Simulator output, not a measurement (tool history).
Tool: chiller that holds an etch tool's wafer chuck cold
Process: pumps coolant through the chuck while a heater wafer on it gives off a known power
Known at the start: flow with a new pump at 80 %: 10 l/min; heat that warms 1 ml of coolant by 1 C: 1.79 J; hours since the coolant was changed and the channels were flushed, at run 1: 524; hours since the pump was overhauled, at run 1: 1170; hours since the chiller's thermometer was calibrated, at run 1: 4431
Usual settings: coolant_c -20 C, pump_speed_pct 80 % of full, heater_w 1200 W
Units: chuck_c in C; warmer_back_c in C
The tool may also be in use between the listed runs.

run	hour	coolant_c	pump_speed_pct	heater_w	hours since the coolant was changed and the channels were flushed	hours since the pump was overhauled	hours since the chiller's thermometer was calibrated	chuck_c	warmer_back_c
1	0	-20	80	1200	524	1170	4431	-11.9	4.13
2	57.5	-20	80	1200	582	1228	4489	-12.1	4.14
3	103.2	-20	80	1200	628	1273	4535	-11.9	4.05
4	198.8	-20	80	1200	723	1369	4630	-11.8	4.13
5	278.1	-20	80	1200	803	1448	4709	-11.9	4.08
6	329.9	-20	80	1200	854	1500	4761	-11.9	4.14
7	419.9	-20	80	1200	944	1590	4851	-12	4.1
8	499.3	-20	80	1200	1024	1669	4931	-11.9	4.11
9	583.1	-20	80	1200	1108	1753	5014	-12.1	4.16
10	644.4	-20	80	1200	1169	1814	5076	-12	4.07
11	705.3	-20	80	1200	1230	1875	5137	-12	4.16
12	787.3	-20	80	1200	1312	1957	5219	-12	4.12
13	869.7	-27	80	1576	1394	2040	5301	-16.2	5.51
14	947.5	-22	67	1322	1472	2118	5379	-12.1	5.42
15	994	-22	67	1322	1518	2164	5425	-12	5.42
16	1080.7	-22	67	1651	1605	2251	5512	-9.4	6.76
17	1141.4	-30	80	1473	1666	2311	5573	-20	5.1
# hour 1152.9: coolant pump overhauled
18	1203	-30	65	941	1722	50	5629	-22.7	4.13
19	1251	-23	65	1185	1770	98	5677	-13.8	5.2
20	1336.6	-23	65	1185	1856	184	5763	-13.7	5.14
21	1375.7	-28	65	620	1895	223	5802	-23.4	2.72
# hour 1436.7: coolant pump overhauled, once more
22	1472.8	-20	69	1200	1987	36	5894	-11.3	4.68
# hour 1514.6: chiller's thermometer calibrated
23	1518.3	-20	69	1200	2032	81	4	-10.7	4.58

Forecast run 24:
24	1567.7	-20	69	1200	2081	130	53	?	?

Run 24 gave chuck_c -10.5 C, warmer_back_c 4.72 C.
Without the tool's hidden state the same run would have given chuck_c -10.8 C, warmer_back_c 4.7 C.

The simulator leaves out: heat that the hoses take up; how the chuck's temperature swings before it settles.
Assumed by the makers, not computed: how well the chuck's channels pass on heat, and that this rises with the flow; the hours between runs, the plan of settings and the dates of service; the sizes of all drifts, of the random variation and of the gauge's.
